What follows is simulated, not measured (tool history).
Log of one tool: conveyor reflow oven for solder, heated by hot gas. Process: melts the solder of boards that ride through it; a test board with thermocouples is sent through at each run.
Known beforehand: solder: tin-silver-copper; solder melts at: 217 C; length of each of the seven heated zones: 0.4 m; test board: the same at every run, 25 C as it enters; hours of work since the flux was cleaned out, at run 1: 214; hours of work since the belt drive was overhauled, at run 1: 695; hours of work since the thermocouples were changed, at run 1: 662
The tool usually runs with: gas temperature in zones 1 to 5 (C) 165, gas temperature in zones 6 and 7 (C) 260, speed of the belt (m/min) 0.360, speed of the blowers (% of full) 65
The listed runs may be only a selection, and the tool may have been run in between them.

run   hour  gas temperature in zones 1 to 5 (C)  gas temperature in zones 6 and 7 (C)  speed of the belt (m/min)  speed of the blowers (% of full)  hours of work since the flux was cleaned out  hours of work since the belt drive was overhauled  hours of work since the thermocouples were changed  highest temperature of the board (C)  time above the solder's melting point (s)
  1    0.0                                  165                                   260                      0.360                                65                                           214                                                695                                                 662                                 242.7                                       81.6
  2   14.7                                  165                                   260                      0.360                                65                                           225                                                706                                                 673                                 242.5                                       81.7
  3   31.0                                  165                                   260                      0.360                                65                                           238                                                719                                                 686                                 242.0                                       82.0
  4   51.7                                  165                                   260                      0.360                                65                                           254                                                735                                                 702                                 242.0                                       82.2
  5   71.9                                  155                                   260                      0.360                                65                                           270                                                750                                                 717                                 240.1                                       72.3
  6   85.4                                  155                                   260                      0.360                                65                                           280                                                761                                                 728                                 240.1                                       72.7
  7   94.9                                  155                                   260                      0.360                                65                                           287                                                768                                                 735                                 239.9                                       72.4
  8  115.2                                  155                                   260                      0.360                                65                                           303                                                784                                                 751                                 240.4                                       71.4
  9  136.6                                  165                                   260                      0.316                                65                                           319                                                800                                                 767                                 245.4                                      101.6
 10  150.9                                  165                                   260                      0.316                                65                                           330                                                811                                                 778                                 244.8                                      100.8
 11  161.1                                  165                                   260                      0.316                                65                                           338                                                819                                                 786                                 245.2                                      100.5
     188.3  -- flux residue cleaned out of gas plates and filters
 12  189.0                                  170                                   260                      0.360                                65                                             1                                                837                                                 804                                 244.4                                       90.8
 13  206.4                                  170                                   260                      0.360                                65                                            14                                                850                                                 817                                 244.1                                       89.7
 14  220.7                                  170                                   260                      0.360                                65                                            25                                                861                                                 828                                 244.4                                       90.3
 15  232.2                                  165                                   260                      0.360                                65                                            34                                                870                                                 837                                 243.4                                       85.8
 16  247.1                                  165                                   260                      0.363                                50                                            45                                                882                                                 849                                 238.2                                       72.1
 17  269.1                                  165                                   260                      0.363                                68                                            62                                                898                                                 866                                 243.6                                       85.3
 18  288.7                                  165                                   260                      0.363                                68                                            77                                                914                                                 881                                 243.8                                       84.7
 19  299.4                                  165                                   260                      0.363                                68                                            86                                                922                                                 889                                 243.5                                       84.4
 20  320.9                                  151                                   256                      0.363                                68                                           102                                                938                                                 906                                 237.8                                       67.0
 21  332.3                                  151                                   256                      0.363                                68                                           111                                                947                                                 914                                 237.4                                       67.0
     345.8  -- belt drive overhauled, speed set with a stopwatch
 22  350.6                                  165                                   260                      0.407                                65                                           122                                                  4                                                 925                                 238.2                                       62.9

What will run 23 give?
 23  363.7                                  165                                   260                      0.297                                65                                           132                                                 14                                                 936                                     ?                                          ?

Run 23 came out at highest temperature of the board (C) 246.9, time above the solder's melting point (s) 112.2.
The same run, on a tool lacking any hidden state, would have yielded highest temperature of the board (C) 250.7, time above the solder's melting point (s) 118.6.

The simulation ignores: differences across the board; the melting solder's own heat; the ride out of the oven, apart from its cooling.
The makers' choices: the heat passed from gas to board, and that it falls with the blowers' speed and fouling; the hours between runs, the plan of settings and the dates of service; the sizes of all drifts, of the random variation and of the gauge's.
